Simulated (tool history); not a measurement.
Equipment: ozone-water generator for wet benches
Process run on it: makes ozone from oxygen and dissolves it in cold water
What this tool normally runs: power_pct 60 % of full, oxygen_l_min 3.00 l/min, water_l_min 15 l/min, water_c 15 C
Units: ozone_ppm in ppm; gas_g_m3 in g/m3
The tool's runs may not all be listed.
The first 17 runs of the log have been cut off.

{"run": 18, "hour": 1474.9, "power_pct": 43, "oxygen_l_min": 1.72, "water_l_min": 17, "water_c": 15, "ozone_ppm": 12.1, "gas_g_m3": 214.0}
{"run": 19, "hour": 1600.4, "power_pct": 60, "oxygen_l_min": 3.0, "water_l_min": 15, "water_c": 20, "ozone_ppm": 18.9, "gas_g_m3": 211.0}
{"run": 20, "hour": 1684.4, "power_pct": 65, "oxygen_l_min": 3.0, "water_l_min": 15, "water_c": 20, "ozone_ppm": 20.0, "gas_g_m3": 221.4}
{"run": 21, "hour": 1778.6, "power_pct": 65, "oxygen_l_min": 3.69, "water_l_min": 15, "water_c": 15, "ozone_ppm": 21.9, "gas_g_m3": 202.1}
{"run": 22, "hour": 1871.5, "power_pct": 80, "oxygen_l_min": 3.0, "water_l_min": 15, "water_c": 14, "ozone_ppm": 25.4, "gas_g_m3": 256.7}
{"hour": 1944.3, "done": "water thermometer calibrated"}
{"run": 23, "hour": 2000.9, "power_pct": 80, "oxygen_l_min": 3.0, "water_l_min": 15, "water_c": 14, "ozone_ppm": 24.8, "gas_g_m3": 257.2}
{"run": 24, "hour": 2134.6, "power_pct": 70, "oxygen_l_min": 2.93, "water_l_min": 15, "water_c": 12, "ozone_ppm": 23.0, "gas_g_m3": 234.7}
{"run": 25, "hour": 2254.4, "power_pct": 60, "oxygen_l_min": 2.47, "water_l_min": 9, "water_c": 15, "ozone_ppm": 30.0, "gas_g_m3": 230.8}
{"run": 26, "hour": 2370.8, "power_pct": 77, "oxygen_l_min": 2.47, "water_l_min": 19, "water_c": 15, "ozone_ppm": 18.4, "gas_g_m3": 275.3}
{"run": 27, "hour": 2453.3, "power_pct": 46, "oxygen_l_min": 2.19, "water_l_min": 22, "water_c": 16, "ozone_ppm": 10.5, "gas_g_m3": 201.1}
{"run": 28, "hour": 2537.2, "power_pct": 57, "oxygen_l_min": 3.23, "water_l_min": 22, "water_c": 18, "ozone_ppm": 12.9, "gas_g_m3": 195.8}
{"run": 29, "hour": 2638.4, "power_pct": 57, "oxygen_l_min": 3.23, "water_l_min": 22, "water_c": 18, "ozone_ppm": 13.1, "gas_g_m3": 195.1}
{"run": 30, "hour": 2715.4, "power_pct": 95, "oxygen_l_min": 5.03, "water_l_min": 15, "water_c": 21, "ozone_ppm": 27.3, "gas_g_m3": 230.0}
{"run": 31, "hour": 2783.6, "power_pct": 56, "oxygen_l_min": 1.69, "water_l_min": 23, "water_c": 17, "ozone_ppm": 10.2, "gas_g_m3": 259.0}
{"run": 32, "hour": 2880.2, "power_pct": 70, "oxygen_l_min": 1.69, "water_l_min": 23, "water_c": 17, "ozone_ppm": 12.3, "gas_g_m3": 308.6}

5 options for the next run, each taken on its own from the tool as it stands now. Forecast them:
{"run": "A", "hour": 2975.8, "power_pct": 60, "oxygen_l_min": 3.0, "water_l_min": 23, "water_c": 15, "ozone_ppm": "?", "gas_g_m3": "?"}
{"run": "B", "hour": 2975.8, "power_pct": 60, "oxygen_l_min": 3.0, "water_l_min": 10, "water_c": 19, "ozone_ppm": "?", "gas_g_m3": "?"}
{"run": "C", "hour": 2975.8, "power_pct": 70, "oxygen_l_min": 1.69, "water_l_min": 12, "water_c": 17, "ozone_ppm": "?", "gas_g_m3": "?"}
{"run": "D", "hour": 2975.8, "power_pct": 70, "oxygen_l_min": 2.69, "water_l_min": 23, "water_c": 16, "ozone_ppm": "?", "gas_g_m3": "?"}
{"run": "E", "hour": 2975.8, "power_pct": 79, "oxygen_l_min": 3.0, "water_l_min": 15, "water_c": 16, "ozone_ppm": "?", "gas_g_m3": "?"}

run=A ozone_ppm=13.4 gas_g_m3=211.7
run=B ozone_ppm=26.2 gas_g_m3=212.5
run=C ozone_ppm=23.9 gas_g_m3=308.8
run=D ozone_ppm=14.3 gas_g_m3=249.2
run=E ozone_ppm=24.4 gas_g_m3=256.5
With the hidden condition removed and each run's random variation left untouched, the same runs would have given:
run=A ozone_ppm=13.4 gas_g_m3=207.2
run=B ozone_ppm=26.3 gas_g_m3=208.0
run=C ozone_ppm=24.0 gas_g_m3=302.4
run=D ozone_ppm=14.3 gas_g_m3=244.0
run=E ozone_ppm=24.4 gas_g_m3=251.2

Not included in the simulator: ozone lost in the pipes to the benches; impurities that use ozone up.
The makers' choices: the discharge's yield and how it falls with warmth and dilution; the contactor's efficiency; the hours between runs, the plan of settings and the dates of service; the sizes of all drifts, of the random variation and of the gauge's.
